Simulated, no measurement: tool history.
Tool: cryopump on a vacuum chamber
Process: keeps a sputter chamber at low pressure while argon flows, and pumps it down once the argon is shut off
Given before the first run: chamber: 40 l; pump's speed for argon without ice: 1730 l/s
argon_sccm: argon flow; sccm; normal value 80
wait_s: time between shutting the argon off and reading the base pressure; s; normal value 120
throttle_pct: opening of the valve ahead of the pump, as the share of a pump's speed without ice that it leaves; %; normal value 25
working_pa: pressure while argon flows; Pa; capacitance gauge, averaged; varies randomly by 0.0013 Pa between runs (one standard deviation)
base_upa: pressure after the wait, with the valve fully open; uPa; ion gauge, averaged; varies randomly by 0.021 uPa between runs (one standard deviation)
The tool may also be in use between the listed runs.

| run | hour | argon_sccm | wait_s | throttle_pct | working_pa | base_upa |
|---|---|---|---|---|---|---|
| 1 | 0 | 80 | 120 | 25 | 0.3464 | 1.83 |
| 2 | 41 | 80 | 86 | 25 | 0.3463 | 2.03 |
| 3 | 86.1 | 80 | 37 | 25 | 0.3477 | 2.67 |
| 4 | 119.8 | 80 | 120 | 25 | 0.3476 | 1.95 |
| 5 | 143.8 | 80 | 120 | 25 | 0.3487 | 1.91 |
|  | 170.1 | pump warmed up, emptied and cooled again |
| 6 | 195.7 | 80 | 120 | 25 | 0.3164 | 1.46 |
| 7 | 223.7 | 80 | 120 | 25 | 0.3148 | 1.49 |
| 8 | 252.7 | 93 | 120 | 25 | 0.3642 | 1.49 |
| 9 | 274.5 | 93 | 120 | 25 | 0.3663 | 1.51 |
| 10 | 306.3 | 93 | 120 | 25 | 0.3669 | 1.52 |
| 11 | 346.3 | 151 | 120 | 43 | 0.3517 | 1.53 |
| 12 | 372.3 | 131 | 37 | 39 | 0.3378 | 2.36 |
|  | 409.5 | leaking fittings of the chamber tightened, without venting |
| 13 | 414 | 100 | 57 | 18 | 0.5486 | 0.91 |
| 14 | 456.9 | 100 | 57 | 18 | 0.552 | 0.91 |
| 15 | 484.3 | 100 | 57 | 18 | 0.552 | 0.89 |
| 16 | 520.8 | 100 | 57 | 18 | 0.5513 | 0.95 |
| 17 | 562.6 | 100 | 57 | 18 | 0.5489 | 0.91 |
| 18 | 582 | 80 | 120 | 38 | 0.2148 | 0.51 |
| 19 | 607.6 | 80 | 120 | 38 | 0.2127 | 0.58 |
| 20 | 648.2 | 80 | 120 | 38 | 0.2149 | 0.59 |

5 options for the next run, each taken on its own from the tool as it stands now. Forecast them:
| A | 684.3 | 80 | 86 | 25 | ? | ? |
| B | 684.3 | 80 | 29 | 38 | ? | ? |
| C | 684.3 | 34 | 128 | 41 | ? | ? |
| D | 684.3 | 91 | 171 | 25 | ? | ? |
| E | 684.3 | 34 | 93 | 25 | ? | ? |

| run | working_pa | base_upa |
|---|---|---|
| A | 0.3216 | 0.72 |
| B | 0.2148 | 1.68 |
| C | 0.0852 | 0.56 |
| D | 0.3663 | 0.49 |
| E | 0.1367 | 0.7 |
Stripped of hidden state, with their random variation kept, the same runs would have yielded:
| run | working_pa | base_upa |
|---|---|---|
| A | 0.3124 | 0.64 |
| B | 0.2056 | 1.59 |
| C | 0.0813 | 0.48 |
| D | 0.3559 | 0.41 |
| E | 0.1328 | 0.62 |
